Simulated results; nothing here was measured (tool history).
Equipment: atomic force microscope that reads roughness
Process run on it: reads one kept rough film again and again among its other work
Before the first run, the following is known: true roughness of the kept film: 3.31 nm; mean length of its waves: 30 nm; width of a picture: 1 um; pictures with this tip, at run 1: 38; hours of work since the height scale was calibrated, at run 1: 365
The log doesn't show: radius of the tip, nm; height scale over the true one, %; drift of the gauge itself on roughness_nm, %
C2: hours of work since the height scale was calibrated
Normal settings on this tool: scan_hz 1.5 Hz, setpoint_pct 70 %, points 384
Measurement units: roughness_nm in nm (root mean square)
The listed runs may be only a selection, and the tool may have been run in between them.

{"run": 1, "hour": 0.0, "scan_hz": 1.5, "setpoint_pct": 70, "points": 384, "pictures with this tip": 38, "C2": 365, "roughness_nm": 2.587}
{"run": 2, "hour": 25.5, "scan_hz": 1.5, "setpoint_pct": 70, "points": 699, "pictures with this tip": 64, "C2": 376, "roughness_nm": 2.493}
{"run": 3, "hour": 53.4, "scan_hz": 1.5, "setpoint_pct": 60, "points": 384, "pictures with this tip": 93, "C2": 387, "roughness_nm": 2.41}
{"run": 4, "hour": 81.2, "scan_hz": 1.5, "setpoint_pct": 60, "points": 384, "pictures with this tip": 122, "C2": 399, "roughness_nm": 2.321}
{"run": 5, "hour": 102.9, "scan_hz": 1.5, "setpoint_pct": 60, "points": 384, "pictures with this tip": 145, "C2": 408, "roughness_nm": 2.227}
{"run": 6, "hour": 123.5, "scan_hz": 1.5, "setpoint_pct": 60, "points": 444, "pictures with this tip": 166, "C2": 417, "roughness_nm": 2.163}
{"run": 7, "hour": 147.9, "scan_hz": 1.5, "setpoint_pct": 60, "points": 444, "pictures with this tip": 191, "C2": 427, "roughness_nm": 2.08}
{"hour": 155.0, "done": "new tip fitted"}
{"run": 8, "hour": 166.6, "scan_hz": 1.8, "setpoint_pct": 70, "points": 384, "pictures with this tip": 12, "C2": 435, "roughness_nm": 2.666}
{"run": 9, "hour": 184.6, "scan_hz": 1.8, "setpoint_pct": 70, "points": 384, "pictures with this tip": 31, "C2": 443, "roughness_nm": 2.579}
{"run": 10, "hour": 212.7, "scan_hz": 1.5, "setpoint_pct": 70, "points": 384, "pictures with this tip": 60, "C2": 455, "roughness_nm": 2.5}
{"run": 11, "hour": 238.5, "scan_hz": 1.5, "setpoint_pct": 70, "points": 384, "pictures with this tip": 87, "C2": 466, "roughness_nm": 2.405}
{"run": 12, "hour": 262.3, "scan_hz": 1.5, "setpoint_pct": 70, "points": 384, "pictures with this tip": 111, "C2": 476, "roughness_nm": 2.341}
{"run": 13, "hour": 283.7, "scan_hz": 1.5, "setpoint_pct": 70, "points": 384, "pictures with this tip": 134, "C2": 485, "roughness_nm": 2.243}
{"run": 14, "hour": 309.8, "scan_hz": 1.5, "setpoint_pct": 70, "points": 384, "pictures with this tip": 161, "C2": 496, "roughness_nm": 2.159}
{"run": 15, "hour": 334.2, "scan_hz": 1.5, "setpoint_pct": 70, "points": 384, "pictures with this tip": 186, "C2": 506, "roughness_nm": 2.08}
{"hour": 346.6, "done": "new tip fitted"}
{"run": 16, "hour": 355.6, "scan_hz": 1.3, "setpoint_pct": 70, "points": 384, "pictures with this tip": 10, "C2": 515, "roughness_nm": 2.723}
{"run": 17, "hour": 371.6, "scan_hz": 1.3, "setpoint_pct": 70, "points": 384, "pictures with this tip": 26, "C2": 522, "roughness_nm": 2.651}
{"run": 18, "hour": 393.6, "scan_hz": 1.3, "setpoint_pct": 70, "points": 384, "pictures with this tip": 49, "C2": 531, "roughness_nm": 2.569}
{"run": 19, "hour": 410.0, "scan_hz": 1.3, "setpoint_pct": 70, "points": 384, "pictures with this tip": 66, "C2": 538, "roughness_nm": 2.482}
{"run": 20, "hour": 424.9, "scan_hz": 1.5, "setpoint_pct": 70, "points": 384, "pictures with this tip": 82, "C2": 544, "roughness_nm": 2.415}
{"run": 21, "hour": 441.5, "scan_hz": 0.96, "setpoint_pct": 70, "points": 384, "pictures with this tip": 99, "C2": 551, "roughness_nm": 2.387}
{"run": 22, "hour": 456.3, "scan_hz": 0.96, "setpoint_pct": 70, "points": 384, "pictures with this tip": 114, "C2": 558, "roughness_nm": 2.334}
{"run": 23, "hour": 482.2, "scan_hz": 0.96, "setpoint_pct": 70, "points": 384, "pictures with this tip": 141, "C2": 569, "roughness_nm": 2.241}
{"run": 24, "hour": 506.0, "scan_hz": 1.5, "setpoint_pct": 70, "points": 384, "pictures with this tip": 166, "C2": 579, "roughness_nm": 2.143}
{"run": 25, "hour": 533.1, "scan_hz": 2.04, "setpoint_pct": 70, "points": 384, "pictures with this tip": 194, "C2": 590, "roughness_nm": 2.042}
{"hour": 537.3, "done": "new tip fitted"}
{"run": 26, "hour": 546.8, "scan_hz": 2.04, "setpoint_pct": 70, "points": 384, "pictures with this tip": 10, "C2": 596, "roughness_nm": 2.695}
{"run": 27, "hour": 562.4, "scan_hz": 2.04, "setpoint_pct": 60, "points": 569, "pictures with this tip": 26, "C2": 602, "roughness_nm": 2.697}
{"run": 28, "hour": 580.3, "scan_hz": 2.04, "setpoint_pct": 60, "points": 569, "pictures with this tip": 44, "C2": 610, "roughness_nm": 2.613}
{"run": 29, "hour": 604.5, "scan_hz": 1.45, "setpoint_pct": 70, "points": 384, "pictures with this tip": 70, "C2": 620, "roughness_nm": 2.464}
{"run": 30, "hour": 621.9, "scan_hz": 1.5, "setpoint_pct": 70, "points": 311, "pictures with this tip": 88, "C2": 627, "roughness_nm": 2.4}
{"run": 31, "hour": 644.7, "scan_hz": 1.5, "setpoint_pct": 70, "points": 311, "pictures with this tip": 111, "C2": 637, "roughness_nm": 2.311}
{"run": 32, "hour": 666.1, "scan_hz": 0.62, "setpoint_pct": 60, "points": 487, "pictures with this tip": 133, "C2": 646, "roughness_nm": 2.316}
{"run": 33, "hour": 690.1, "scan_hz": 0.59, "setpoint_pct": 73, "points": 429, "pictures with this tip": 158, "C2": 656, "roughness_nm": 2.249}
{"run": 34, "hour": 705.3, "scan_hz": 0.59, "setpoint_pct": 81, "points": 325, "pictures with this tip": 174, "C2": 663, "roughness_nm": 2.152}
{"run": 35, "hour": 721.7, "scan_hz": 1.22, "setpoint_pct": 85, "points": 285, "pictures with this tip": 191, "C2": 670, "roughness_nm": 2.005}
{"hour": 727.6, "done": "new tip fitted"}
{"run": 36, "hour": 751.0, "scan_hz": 0.63, "setpoint_pct": 75, "points": 631, "pictures with this tip": 24, "C2": 682, "roughness_nm": 2.714}
{"run": 37, "hour": 763.9, "scan_hz": 0.63, "setpoint_pct": 75, "points": 631, "pictures with this tip": 37, "C2": 687, "roughness_nm": 2.655}
{"run": 38, "hour": 786.7, "scan_hz": 0.63, "setpoint_pct": 75, "points": 631, "pictures with this tip": 61, "C2": 697, "roughness_nm": 2.546}
{"run": 39, "hour": 814.1, "scan_hz": 0.63, "setpoint_pct": 88, "points": 480, "pictures with this tip": 90, "C2": 709, "roughness_nm": 2.39}
{"run": 40, "hour": 839.0, "scan_hz": 0.63, "setpoint_pct": 79, "points": 480, "pictures with this tip": 115, "C2": 719, "roughness_nm": 2.334}
{"run": 41, "hour": 856.7, "scan_hz": 1.04, "setpoint_pct": 65, "points": 364, "pictures with this tip": 134, "C2": 727, "roughness_nm": 2.268}
{"run": 42, "hour": 884.6, "scan_hz": 1.04, "setpoint_pct": 63, "points": 674, "pictures with this tip": 163, "C2": 738, "roughness_nm": 2.202}
{"run": 43, "hour": 900.2, "scan_hz": 2.62, "setpoint_pct": 62, "points": 267, "pictures with this tip": 179, "C2": 745, "roughness_nm": 2.081}
{"hour": 919.1, "done": "new tip fitted"}
{"run": 44, "hour": 924.2, "scan_hz": 2.62, "setpoint_pct": 62, "points": 267, "pictures with this tip": 5, "C2": 755, "roughness_nm": 2.714}
{"run": 45, "hour": 940.4, "scan_hz": 0.57, "setpoint_pct": 69, "points": 961, "pictures with this tip": 22, "C2": 762, "roughness_nm": 2.74}
{"run": 46, "hour": 959.4, "scan_hz": 1.5, "setpoint_pct": 73, "points": 384, "pictures with this tip": 42, "C2": 770, "roughness_nm": 2.572}
{"run": 47, "hour": 974.9, "scan_hz": 1.5, "setpoint_pct": 73, "points": 384, "pictures with this tip": 58, "C2": 776, "roughness_nm": 2.508}
{"run": 48, "hour": 1000.8, "scan_hz": 3.66, "setpoint_pct": 65, "points": 789, "pictures with this tip": 85, "C2": 787, "roughness_nm": 2.366}
{"run": 49, "hour": 1021.6, "scan_hz": 1.5, "setpoint_pct": 70, "points": 592, "pictures with this tip": 106, "C2": 796, "roughness_nm": 2.342}
{"run": 50, "hour": 1048.0, "scan_hz": 1, "setpoint_pct": 70, "points": 814, "pictures with this tip": 134, "C2": 807, "roughness_nm": 2.301}
{"run": 51, "hour": 1062.6, "scan_hz": 1, "setpoint_pct": 70, "points": 814, "pictures with this tip": 149, "C2": 814, "roughness_nm": 2.224}
{"run": 52, "hour": 1074.9, "scan_hz": 1, "setpoint_pct": 70, "points": 814, "pictures with this tip": 162, "C2": 819, "roughness_nm": 2.172}

For each entry between runs, how does the tool's hidden state at the last listed run before it compare with that at the first listed run after it?
Between runs 7 and 8: new tip fitted (hour 155)
  radius of the tip, nm: 37.8 -> 11.9; height scale over the true one, %: 0.36 -> 0.37
  measured value less the no-hidden-state value, roughness_nm: -0.725 -> -0.056 nm (root mean square)
Between runs 15 and 16: new tip fitted (hour 346.6)
  radius of the tip, nm: 36.1 -> 11.6; height scale over the true one, %: 0.42 -> 0.43
  measured value less the no-hidden-state value, roughness_nm: -0.675 -> -0.045 nm (root mean square)
Between runs 25 and 26: new tip fitted (hour 537.3)
  radius of the tip, nm: 37 -> 11.6; height scale over the true one, %: 0.48 -> 0.49
  measured value less the no-hidden-state value, roughness_nm: -0.685 -> -0.042 nm (root mean square)
Between runs 35 and 36: new tip fitted (hour 727.6)
  radius of the tip, nm: 36.6 -> 13.7; height scale over the true one, %: 0.54 -> 0.55
  measured value less the no-hidden-state value, roughness_nm: -0.664 -> -0.111 nm (root mean square)
Between runs 43 and 44: new tip fitted (hour 919.1)
  radius of the tip, nm: 35.4 -> 11.1
  measured value less the no-hidden-state value, roughness_nm: -0.655 -> -0.021 nm (root mean square)

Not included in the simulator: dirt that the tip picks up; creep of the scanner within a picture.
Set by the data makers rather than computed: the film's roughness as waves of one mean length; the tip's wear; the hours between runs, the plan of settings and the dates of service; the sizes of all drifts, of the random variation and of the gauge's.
